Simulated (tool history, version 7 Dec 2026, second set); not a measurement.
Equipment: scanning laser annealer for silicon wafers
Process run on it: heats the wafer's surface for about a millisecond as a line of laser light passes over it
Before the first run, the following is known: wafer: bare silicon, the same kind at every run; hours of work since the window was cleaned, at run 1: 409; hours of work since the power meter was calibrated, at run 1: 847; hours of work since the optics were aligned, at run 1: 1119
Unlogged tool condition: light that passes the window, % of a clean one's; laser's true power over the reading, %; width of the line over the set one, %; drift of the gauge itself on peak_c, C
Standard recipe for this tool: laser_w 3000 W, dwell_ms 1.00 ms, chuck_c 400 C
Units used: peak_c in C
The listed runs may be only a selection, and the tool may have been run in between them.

run,hour,laser_w,dwell_ms,chuck_c,hours of work since the window was cleaned,hours of work since the power meter was calibrated,hours of work since the optics were aligned,peak_c
1,0.0,3000,1.00,400,409,847,1119,1144
2,52.9,3000,1.00,400,435,872,1144,1144
3,103.6,2810,1.00,400,459,897,1168,1094
4,133.6,2810,1.00,400,473,911,1183,1095
# hour 141.9: optics aligned, line set to its width
5,191.4,2810,1.00,400,498,936,24,1089
6,236.2,3000,1.00,400,520,957,45,1136
# hour 264.7: optics aligned, line set to its width, once more
7,284.5,3000,1.00,400,540,978,9,1146
8,320.2,3000,1.00,400,557,995,26,1142
9,345.5,3000,0.81,437,569,1007,38,1116
10,398.5,3046,0.77,380,594,1032,64,1052
11,425.3,2886,0.72,400,607,1045,76,1017
12,477.4,3095,0.85,440,632,1070,101,1153
13,510.9,3095,0.85,440,648,1086,117,1152
14,563.9,2879,0.81,400,673,1111,143,1043
15,587.1,3026,1.00,422,684,1122,154,1171

3 options for the next run, each taken on its own from the tool as it stands now. Forecast them:
A,628.0,3026,1.15,380,704,1142,173,?
B,628.0,2757,1.13,383,704,1142,173,?
C,628.0,2791,1.00,422,704,1142,173,?

run,peak_c
A,1167
B,1095
C,1106
Stripped of hidden state, with their random variation kept, the same runs would have yielded:
run,peak_c
A,1212
B,1136
C,1145
